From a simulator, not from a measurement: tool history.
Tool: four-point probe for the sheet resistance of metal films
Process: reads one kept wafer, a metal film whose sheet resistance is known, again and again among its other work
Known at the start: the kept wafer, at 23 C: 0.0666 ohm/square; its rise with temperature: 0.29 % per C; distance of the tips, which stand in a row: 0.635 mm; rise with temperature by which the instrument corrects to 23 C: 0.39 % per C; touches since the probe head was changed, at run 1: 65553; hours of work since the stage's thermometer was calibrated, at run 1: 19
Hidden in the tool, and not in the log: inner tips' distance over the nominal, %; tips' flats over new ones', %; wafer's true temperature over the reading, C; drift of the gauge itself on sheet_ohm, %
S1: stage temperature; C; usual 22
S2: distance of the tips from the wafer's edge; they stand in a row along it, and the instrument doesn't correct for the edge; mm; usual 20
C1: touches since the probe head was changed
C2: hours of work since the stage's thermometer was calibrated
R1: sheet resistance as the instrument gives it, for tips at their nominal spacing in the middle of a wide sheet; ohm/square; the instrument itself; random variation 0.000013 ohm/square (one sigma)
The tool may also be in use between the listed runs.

Run 1, hour 0: usual settings; C1 65553; C2 19. Result: R1 0.066499 ohm/square.
Run 2, hour 61.9: usual settings but S2 74 mm; C1 67113; C2 61. Result: R1 0.066461 ohm/square.
Run 3, hour 140: usual settings but S2 74 mm; C1 69081; C2 114. Result: R1 0.066486 ohm/square.
Run 4, hour 176.6: usual settings but S2 74 mm; C1 70004; C2 139. Result: R1 0.066485 ohm/square.
Run 5, hour 215.2: usual settings but S2 74 mm; C1 70976; C2 165. Result: R1 0.066479 ohm/square.
Run 6, hour 269.7: usual settings but S2 74 mm; C1 72350; C2 201. Result: R1 0.066445 ohm/square.
Run 7, hour 316.8: usual settings but S2 74 mm; C1 73537; C2 233. Result: R1 0.066466 ohm/square.
Run 8, hour 363.1: usual settings but S2 42 mm; C1 74703; C2 264. Result: R1 0.066461 ohm/square.
Run 9, hour 437.9: usual settings but S2 42 mm; C1 76589; C2 315. Result: R1 0.066459 ohm/square.
Run 10, hour 498.7: usual settings but S1 20 C; C1 78121; C2 356. Result: R1 0.066641 ohm/square.
Run 11, hour 568.5: usual settings but S2 39 mm; C1 79880; C2 403. Result: R1 0.06648 ohm/square.
Run 12, hour 641.8: usual settings but S2 39 mm; C1 81726; C2 453. Result: R1 0.066466 ohm/square.
Run 13, hour 691.1: usual settings but S2 39 mm; C1 82970; C2 486. Result: R1 0.066441 ohm/square.
Run 14, hour 725.9: usual settings but S1 19 C; C1 83847; C2 509. Result: R1 0.066672 ohm/square.
Run 15, hour 803.6: usual settings but S2 21 mm; C1 85804; C2 562. Result: R1 0.066492 ohm/square.
Run 16, hour 861.9: usual settings; C1 87273; C2 601. Result: R1 0.066477 ohm/square.
Run 17, hour 936.9: usual settings but S2 13 mm; C1 89163; C2 652. Result: R1 0.066534 ohm/square.
Run 18, hour 997.1: usual settings but S2 13 mm; C1 90681; C2 692. Result: R1 0.066523 ohm/square.
Run 19, hour 1074.2: usual settings but S2 13 mm; C1 92624; C2 745. Result: R1 0.066525 ohm/square.
Run 20, hour 1143.6: usual settings but S2 13 mm; C1 94371; C2 791. Result: R1 0.066552 ohm/square.
Run 21, hour 1190.7: usual settings but S2 13 mm; C1 95560; C2 823. Result: R1 0.066527 ohm/square.
Run 22, hour 1261.3: usual settings but S1 20 C, S2 21 mm; C1 97337; C2 871. Result: R1 0.066566 ohm/square.
Run 23, hour 1298.5: usual settings but S1 33 C, S2 67 mm; C1 98275; C2 896. Result: R1 0.065805 ohm/square.
Run 24, hour 1380: usual settings but S1 23 C, S2 27 mm; C1 100329; C2 951. Result: R1 0.066391 ohm/square.
Run 25, hour 1419.2: usual settings but S1 29 C, S2 47 mm; C1 101317; C2 977. Result: R1 0.066023 ohm/square.
Run 26, hour 1502.5: usual settings but S1 29 C, S2 10 mm; C1 103416; C2 1034. Result: R1 0.066151 ohm/square.
Run 27, hour 1578.1: usual settings but S1 29 C, S2 10 mm; C1 105322; C2 1085. Result: R1 0.066138 ohm/square.
Run 28, hour 1654.8: usual settings but S1 19 C, S2 10 mm; C1 107254; C2 1136. Result: R1 0.066753 ohm/square.
Run 29, hour 1718.6: usual settings but S2 6 mm; C1 108861; C2 1179. Result: R1 0.066787 ohm/square.
Run 30, hour 1784.5: usual settings but S1 27 C, S2 13 mm; C1 110523; C2 1224. Result: R1 0.066206 ohm/square.
Run 31, hour 1850.6: usual settings but S1 27 C, S2 13 mm; C1 112188; C2 1269. Result: R1 0.06619 ohm/square.
Run 32, hour 1916.8: usual settings but S1 27 C, S2 44 mm; C1 113857; C2 1313. Result: R1 0.066107 ohm/square.
Run 33, hour 1984.6: usual settings but S1 29 C, S2 10 mm; C1 115566; C2 1359. Result: R1 0.066142 ohm/square.
Run 34, hour 2021.2: usual settings but S1 29 C, S2 10 mm; C1 116489; C2 1384. Result: R1 0.066127 ohm/square.
Run 35, hour 2056.9: usual settings but S1 23 C, S2 4 mm; C1 117387; C2 1408. Result: R1 0.067239 ohm/square.
Run 36, hour 2134: usual settings but S1 30 C, S2 6 mm; C1 119330; C2 1460. Result: R1 0.066318 ohm/square.
At hour 2195.8: stage's thermometer calibrated.
Run 37, hour 2201.7: usual settings but S1 23 C, S2 53 mm; C1 121023; C2 4. Result: R1 0.066261 ohm/square.
Run 38, hour 2278.8: usual settings but S1 31 C, S2 25 mm; C1 122966; C2 56. Result: R1 0.065826 ohm/square.
Run 39, hour 2318.4: usual settings but S1 31 C, S2 4 mm; C1 123966; C2 83. Result: R1 0.066674 ohm/square.
Run 40, hour 2364.3: usual settings but S1 23 C, S2 8 mm; C1 125120; C2 114. Result: R1 0.06647 ohm/square.
Run 41, hour 2400.9: usual settings but S1 21 C, S2 5 mm; C1 126043; C2 138. Result: R1 0.066964 ohm/square.
Run 42, hour 2438.1: usual settings but S2 17 mm; C1 126981; C2 164. Result: R1 0.06637 ohm/square.

5 ways to go on from here, each from the tool as it stands after run 42. What would each give?
Run A, hour 2478.1: usual settings but S1 29 C, S2 51 mm; C1 127988; C2 191. Result: R1 ?.
Run B, hour 2478.1: usual settings but S1 20 C, S2 4 mm; C1 127988; C2 191. Result: R1 ?.
Run C, hour 2478.1: usual settings; C1 127988; C2 191. Result: R1 ?.
Run D, hour 2478.1: usual settings but S1 25 C, S2 19 mm; C1 127988; C2 191. Result: R1 ?.
Run E, hour 2478.1: usual settings but S2 21 mm; C1 127988; C2 191. Result: R1 ?.

run        R1
  A  0.065889
  B  0.067346
  C   0.06635
  D  0.066156
  E  0.066334
Without the tool's hidden state the same runs would have given:
run        R1
  A  0.066237
  B  0.067701
  C    0.0667
  D  0.066505
  E  0.066684
